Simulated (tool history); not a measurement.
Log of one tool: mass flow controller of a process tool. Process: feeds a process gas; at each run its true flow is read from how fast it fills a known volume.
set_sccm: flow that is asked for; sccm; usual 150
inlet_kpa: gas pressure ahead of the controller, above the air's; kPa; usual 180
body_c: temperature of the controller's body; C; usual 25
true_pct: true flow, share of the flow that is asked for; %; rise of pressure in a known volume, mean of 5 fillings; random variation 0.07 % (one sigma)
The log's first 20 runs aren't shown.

| run | hour | set_sccm | inlet_kpa | body_c | true_pct |
|---|---|---|---|---|---|
| 21 | 7638.1 | 118 | 180 | 25 | 98.9 |
| 22 | 8059.9 | 118 | 180 | 25 | 99.12 |
| 23 | 8565.2 | 150 | 149 | 25 | 98.75 |
|  | 8754.6 | controller exchanged for a calibrated one |
| 24 | 8821.5 | 150 | 149 | 25 | 98.81 |
| 25 | 9198.8 | 150 | 149 | 25 | 99.1 |
| 26 | 9537.5 | 52 | 251 | 25 | 100.1 |
| 27 | 9777.2 | 247 | 255 | 26 | 99.86 |
| 28 | 10174.1 | 150 | 191 | 31 | 100.14 |
| 29 | 10624.7 | 65 | 237 | 35 | 101.72 |
| 30 | 10937.6 | 65 | 222 | 32 | 101.69 |
| 31 | 11229.9 | 150 | 262 | 25 | 100.36 |
| 32 | 11743.9 | 150 | 262 | 35 | 101.28 |
| 33 | 12054.2 | 196 | 193 | 25 | 99.96 |

Forecast run 34:
| 34 | 12552.8 | 150 | 160 | 25 | ? |

{"run 34": {"true_pct": 100.08}}
Without the tool's hidden state the same run would have given true_pct 98.81 %.
